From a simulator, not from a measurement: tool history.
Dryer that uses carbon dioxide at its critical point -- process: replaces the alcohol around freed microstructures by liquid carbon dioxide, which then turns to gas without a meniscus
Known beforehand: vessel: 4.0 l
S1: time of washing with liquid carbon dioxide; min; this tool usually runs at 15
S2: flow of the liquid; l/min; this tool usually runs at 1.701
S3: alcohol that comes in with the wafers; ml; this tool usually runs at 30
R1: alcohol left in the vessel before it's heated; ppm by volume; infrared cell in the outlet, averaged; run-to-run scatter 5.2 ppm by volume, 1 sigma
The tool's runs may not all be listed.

{"run": 1, "hour": 0.0, "S1": 15, "S2": 1.701, "S3": 30, "R1": 101}
{"run": 2, "hour": 42.9, "S1": 15, "S2": 1.701, "S3": 30, "R1": 115}
{"run": 3, "hour": 63.2, "S1": 15, "S2": 1.701, "S3": 30, "R1": 105}
{"run": 4, "hour": 110.5, "S1": 15, "S2": 1.701, "S3": 30, "R1": 124}
{"run": 5, "hour": 156.7, "S1": 15, "S2": 1.701, "S3": 30, "R1": 119}
{"run": 6, "hour": 207.0, "S1": 15, "S2": 1.15, "S3": 30, "R1": 434}
{"run": 7, "hour": 235.7, "S1": 19, "S2": 2.6, "S3": 30, "R1": 27}
{"run": 8, "hour": 259.1, "S1": 11, "S2": 1.701, "S3": 101, "R1": 1120}
{"run": 9, "hour": 291.3, "S1": 11, "S2": 1.701, "S3": 101, "R1": 1166}
{"run": 10, "hour": 328.8, "S1": 19, "S2": 1.701, "S3": 101, "R1": 152}
{"run": 11, "hour": 365.5, "S1": 16, "S2": 1.6, "S3": 101, "R1": 389}
{"run": 12, "hour": 395.8, "S1": 20, "S2": 1.76, "S3": 26, "R1": 46}

Had the tool no unlogged condition, and each run kept its random variation, what would the results have been?
The hidden state here: flow that reaches the vessel past the clogged filter, %; alcohol in the recycled carbon dioxide, ppm; drift of the gauge itself on alcohol_ppm, %.
run=1 R1=81
run=2 R1=91
run=3 R1=79
run=4 R1=94
run=5 R1=85
run=6 R1=356
run=7 R1=9
run=8 R1=907
run=9 R1=932
run=10 R1=92
run=11 R1=266
run=12 R1=16
